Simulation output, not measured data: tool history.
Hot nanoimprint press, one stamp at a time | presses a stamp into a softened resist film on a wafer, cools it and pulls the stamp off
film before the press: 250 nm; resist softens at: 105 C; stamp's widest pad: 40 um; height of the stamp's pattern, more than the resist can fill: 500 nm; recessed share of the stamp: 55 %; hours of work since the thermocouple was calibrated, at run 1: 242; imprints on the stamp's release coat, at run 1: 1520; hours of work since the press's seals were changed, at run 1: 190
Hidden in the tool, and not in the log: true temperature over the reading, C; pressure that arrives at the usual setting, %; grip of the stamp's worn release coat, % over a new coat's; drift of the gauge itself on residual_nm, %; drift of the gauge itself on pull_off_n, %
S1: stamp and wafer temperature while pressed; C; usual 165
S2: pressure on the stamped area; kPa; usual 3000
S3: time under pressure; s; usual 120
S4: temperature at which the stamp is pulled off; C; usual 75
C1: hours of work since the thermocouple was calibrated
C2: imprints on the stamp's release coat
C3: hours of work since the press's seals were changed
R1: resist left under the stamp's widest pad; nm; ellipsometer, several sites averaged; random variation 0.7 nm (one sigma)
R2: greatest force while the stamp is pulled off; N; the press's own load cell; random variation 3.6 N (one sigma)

run	day	S1	S2	S3	S4	C1	C2	C3	R1	R2
1	0	165	3000	120	75	242	1520	190	120.7	230
# day 1.883: plate thermocouple calibrated
2	3.696	165	3000	120	75	18	1658	226	115.3	233
3	7.517	165	3000	120	75	57	1805	265	116.8	255
4	11.15	165	3000	120	75	94	1946	301	118.3	240
5	14.158	165	3000	120	75	124	2062	332	118.1	246
6	16.846	165	3000	120	75	151	2166	359	120.4	263
7	18.65	165	3000	138	75	169	2235	377	113.5	265
# day 19.742: stamp cleaned and given a new release coat
8	21.729	165	3000	138	75	198	77	406	116.6	175
9	24.442	173	3200	114	61	225	182	433	82.1	202
10	26.6	165	3040	221	65	247	265	455	100.8	203
# day 27.846: plate thermocouple calibrated
11	28.967	167	4790	201	65	11	352	477	67.2	200

Forecast each of these 3 alternatives for the next run:
A	30.862	167	3760	84	65	30	425	497	?	?
B	30.862	167	1910	67	61	30	425	497	?	?
C	30.862	165	4010	68	64	30	425	497	?	?

run	R1	R2
A	102.5	211
B	158.1	214
C	117.2	217
Without the tool's hidden state the same runs would have given:
run	R1	R2
A	99.8	194
B	156.2	197
C	114.1	199
